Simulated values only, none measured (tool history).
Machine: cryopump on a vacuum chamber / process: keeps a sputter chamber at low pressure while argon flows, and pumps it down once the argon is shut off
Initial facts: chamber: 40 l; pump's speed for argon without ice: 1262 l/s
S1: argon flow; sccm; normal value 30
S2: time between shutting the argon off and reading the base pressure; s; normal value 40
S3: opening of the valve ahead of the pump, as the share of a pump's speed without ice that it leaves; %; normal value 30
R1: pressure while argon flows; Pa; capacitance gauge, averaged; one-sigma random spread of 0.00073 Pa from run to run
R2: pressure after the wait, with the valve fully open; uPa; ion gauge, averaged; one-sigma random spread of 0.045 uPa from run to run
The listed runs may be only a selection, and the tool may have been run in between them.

Run 1, hour 0.0: usual settings. Result: R1 0.1394 Pa, R2 3.48 uPa.
Run 2, hour 65.3: usual settings but S1 13 sccm. Result: R1 0.0599 Pa, R2 3.44 uPa.
Run 3, hour 139.3: usual settings. Result: R1 0.1380 Pa, R2 3.51 uPa.
Run 4, hour 191.5: usual settings. Result: R1 0.1398 Pa, R2 3.69 uPa.
Run 5, hour 261.4: usual settings. Result: R1 0.1417 Pa, R2 3.79 uPa.
At hour 322.1: pump warmed up, emptied and cooled again.
Run 6, hour 335.8: usual settings. Result: R1 0.1333 Pa, R2 3.66 uPa.
Run 7, hour 383.5: usual settings but S2 35 s. Result: R1 0.1334 Pa, R2 4.07 uPa.
Run 8, hour 438.6: usual settings but S2 35 s. Result: R1 0.1364 Pa, R2 4.05 uPa.
Run 9, hour 516.1: usual settings but S2 151 s. Result: R1 0.1355 Pa, R2 2.09 uPa.
Run 10, hour 589.4: usual settings but S2 151 s. Result: R1 0.1352 Pa, R2 2.11 uPa.
Run 11, hour 673.3: usual settings but S2 71 s. Result: R1 0.1360 Pa, R2 2.94 uPa.
Run 12, hour 757.2: usual settings but S2 71 s. Result: R1 0.1367 Pa, R2 2.95 uPa.
Run 13, hour 818.6: usual settings but S1 58 sccm. Result: R1 0.2667 Pa, R2 4.10 uPa.
Run 14, hour 902.1: usual settings but S2 52 s. Result: R1 0.1376 Pa, R2 3.69 uPa.
Run 15, hour 961.0: usual settings but S3 18 %. Result: R1 0.2269 Pa, R2 4.34 uPa.
Run 16, hour 1044.5: usual settings but S3 18 %. Result: R1 0.2278 Pa, R2 4.36 uPa.
Run 17, hour 1121.9: usual settings but S3 16 %. Result: R1 0.2578 Pa, R2 4.49 uPa.
Run 18, hour 1201.1: usual settings but S2 35 s, S3 16 %. Result: R1 0.2570 Pa, R2 4.91 uPa.
Run 19, hour 1258.2: usual settings but S1 20 sccm, S2 27 s, S3 22 %. Result: R1 0.1264 Pa, R2 6.01 uPa.
At hour 1355.6: pump warmed up, emptied and cooled again.
Run 20, hour 1356.6: usual settings but S1 20 sccm, S2 27 s, S3 22 %. Result: R1 0.1212 Pa, R2 5.52 uPa.
Run 21, hour 1416.0: usual settings but S1 20 sccm, S2 27 s, S3 22 %. Result: R1 0.1217 Pa, R2 5.59 uPa.
Run 22, hour 1482.4: usual settings but S1 24 sccm, S2 287 s, S3 22 %. Result: R1 0.1485 Pa, R2 2.51 uPa.

The next listed run, before its measurement:
Run 23, hour 1556.4: usual settings but S1 29 sccm, S2 221 s, S3 26 %. Result: R1 ?, R2 ?.

{"run 23": {"R1": 0.1502, "R2": 2.66}}
With no hidden state in the tool, this same run would have given R1 0.1483 Pa, R2 0.65 uPa.
